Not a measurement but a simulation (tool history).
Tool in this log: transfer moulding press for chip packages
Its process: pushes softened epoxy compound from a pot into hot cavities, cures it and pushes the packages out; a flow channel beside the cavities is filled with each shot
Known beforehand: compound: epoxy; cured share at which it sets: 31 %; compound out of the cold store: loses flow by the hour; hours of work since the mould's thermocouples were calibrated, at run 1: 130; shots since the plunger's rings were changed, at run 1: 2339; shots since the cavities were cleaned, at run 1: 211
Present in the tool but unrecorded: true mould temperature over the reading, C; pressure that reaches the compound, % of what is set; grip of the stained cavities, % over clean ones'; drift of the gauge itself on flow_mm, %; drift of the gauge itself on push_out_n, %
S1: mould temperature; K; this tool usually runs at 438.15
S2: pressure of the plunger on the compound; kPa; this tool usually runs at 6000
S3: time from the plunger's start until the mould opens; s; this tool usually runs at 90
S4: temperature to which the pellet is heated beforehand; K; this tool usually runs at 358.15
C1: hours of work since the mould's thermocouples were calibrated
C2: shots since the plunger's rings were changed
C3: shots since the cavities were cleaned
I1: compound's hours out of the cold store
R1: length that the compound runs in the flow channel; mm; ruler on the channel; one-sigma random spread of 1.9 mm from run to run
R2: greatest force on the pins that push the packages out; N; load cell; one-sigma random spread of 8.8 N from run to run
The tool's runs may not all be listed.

run,hour,S1,S2,S3,S4,C1,C2,C3,I1,R1,R2
1,0,438.15,6000,90,358.15,130,2339,211,47.7,560,537
2,4.6,438.15,6000,90,358.15,132,2377,249,48,559,576
3,10.9,430.15,6000,90,358.15,134,2429,301,27.2,624,875
4,15.5,430.15,6000,118,358.15,136,2467,339,11.4,659,636
5,23.3,430.15,6000,118,358.15,139,2531,403,9.3,669,700
6,28.6,430.15,6000,118,358.15,142,2574,446,23.2,631,695
7,34.4,430.15,6000,118,358.15,144,2622,494,43.5,586,682
8,41.2,438.15,6000,90,358.15,147,2678,550,45.8,562,704
9,49.3,438.15,6000,101,358.15,150,2745,617,36.4,581,700
10,53.3,438.15,6000,101,358.15,151,2778,650,31.7,591,733
11,58.9,444.15,6000,90,358.15,154,2823,695,23,600,733
12,63.3,444.15,6000,90,358.15,155,2860,732,30.4,581,707
13,71.5,444.15,6000,90,358.15,159,2927,799,28.7,586,703
14,78.5,438.15,6000,90,358.15,162,2985,857,12.3,633,790
15,87.7,438.15,6650,72,358.15,165,3061,933,34.4,617,1072
# hour 89.6: cavities cleaned with cleaning compound and waxed
16,93.8,438.15,6000,84,358.15,167,3099,35,20.2,612,460
17,101.8,438.15,6000,84,358.15,170,3164,100,23.9,606,500
18,109.3,440.15,6910,111,358.15,173,3226,162,27,640,472
19,118.2,440.15,5750,79,358.15,177,3299,235,17.3,607,623
20,122.1,440.15,5030,79,350.15,178,3331,267,36.9,524,614
21,128.5,438.15,5080,90,358.15,181,3384,320,26.7,553,616
22,137.5,438.15,5080,90,358.15,185,3458,394,10.8,583,684
23,143.3,438.15,4590,78,358.15,187,3506,442,18,541,803
24,150.2,438.15,4590,78,348.15,190,3563,499,40.5,496,804
25,154.1,441.15,5560,78,348.15,191,3595,531,35.6,553,767
26,161.5,441.15,5560,78,348.15,194,3655,591,11.8,605,790
27,167.1,438.15,6730,92,358.15,197,3701,637,31.2,621,755
28,171.3,438.15,6000,122,349.15,198,3736,672,23.8,604,689

What if the next run were any one of these 5? Each begins from the tool's condition after run 28:
A,176,438.15,7480,82,352.15,200,3774,710,38.7,?,?
B,176,438.15,4990,90,363.15,200,3774,710,30.3,?,?
C,176,435.15,6400,122,361.15,200,3774,710,41.4,?,?
D,176,436.15,6000,87,358.15,200,3774,710,40,?,?
E,176,439.15,6000,90,358.15,200,3774,710,21.2,?,?

run,R1,R2
A,636,829
B,537,783
C,586,723
D,572,848
E,605,722
Without the tool's hidden state the same runs would have given:
run,R1,R2
A,666,428
B,562,400
C,614,367
D,599,437
E,633,366
